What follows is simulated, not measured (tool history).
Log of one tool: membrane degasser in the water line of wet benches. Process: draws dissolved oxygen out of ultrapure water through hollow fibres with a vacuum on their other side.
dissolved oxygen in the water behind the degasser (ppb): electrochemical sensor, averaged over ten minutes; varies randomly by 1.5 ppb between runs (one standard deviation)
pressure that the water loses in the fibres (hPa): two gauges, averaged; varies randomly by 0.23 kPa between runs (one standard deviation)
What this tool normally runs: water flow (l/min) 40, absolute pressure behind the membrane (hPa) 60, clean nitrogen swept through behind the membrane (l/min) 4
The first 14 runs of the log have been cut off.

run	hour	water flow (l/min)	absolute pressure behind the membrane (hPa)	clean nitrogen swept through behind the membrane (l/min)	hours since the membrane was changed	hours since the vacuum gauge was calibrated	hours since the vacuum lines were made tight	dissolved oxygen in the water behind the degasser (ppb)	pressure that the water loses in the fibres (hPa)
15	1087	40	60	4.92	4407	3521	2379	137.9	583.7
16	1141.1	40	60	4.92	4461	3575	2433	141.8	586.8
17	1239.7	40	38.4	8.42	4559	3674	2532	95	582.8
18	1307.4	53	53.6	5.91	4627	3742	2599	172.2	774.3
19	1420.6	26	137.2	4.12	4740	3855	2713	203.1	376.1
20	1516	26	137.2	4.12	4836	3950	2808	202.5	375.3
21	1597.1	39	48.4	4	4917	4031	2889	122.1	559.4
22	1701.8	39	60	3.88	5022	4136	2994	146.6	561.8
23	1810.7	42	66.2	2.04	5130	4245	3103	239.8	601.2
24	1883.1	40	88.6	2.43	5203	4317	3175	287.5	574
25	1961.8	25	69.2	6.45	5282	4396	3254	77.7	355
26	2032.3	57	76	4.98	5352	4466	3324	248.1	810
27	2144.2	57	76	4.98	5464	4578	3436	248.2	812.7
28	2229.1	57	76	4.98	5549	4663	3521	250.6	808
29	2342.7	31	76	11.76	5662	4777	3635	88.1	441.7
30	2426.5	27	65.3	3.93	5746	4861	3718	100.9	385.1
# hour 2459.3: gauge calibrated
31	2501.7	27	47.6	3.93	5821	4936	3794	74.3	397.3

3 options for the next run, each taken on its own from the tool as it stands now. Forecast them:
A	2562	27	110.9	3.93	5882	4996	3854	?	?
B	2562	27	105.8	11.05	5882	4996	3854	?	?
C	2562	29	39.9	1.64	5882	4996	3854	?	?

run	dissolved oxygen in the water behind the degasser (ppb)	pressure that the water loses in the fibres (hPa)
A	172.8	394.5
B	94.6	391.9
C	85.3	427.3
Without the tool's unlogged condition, the same runs would have read:
run	dissolved oxygen in the water behind the degasser (ppb)	pressure that the water loses in the fibres (hPa)
A	172.4	395.3
B	94.3	392.6
C	84.8	428.1

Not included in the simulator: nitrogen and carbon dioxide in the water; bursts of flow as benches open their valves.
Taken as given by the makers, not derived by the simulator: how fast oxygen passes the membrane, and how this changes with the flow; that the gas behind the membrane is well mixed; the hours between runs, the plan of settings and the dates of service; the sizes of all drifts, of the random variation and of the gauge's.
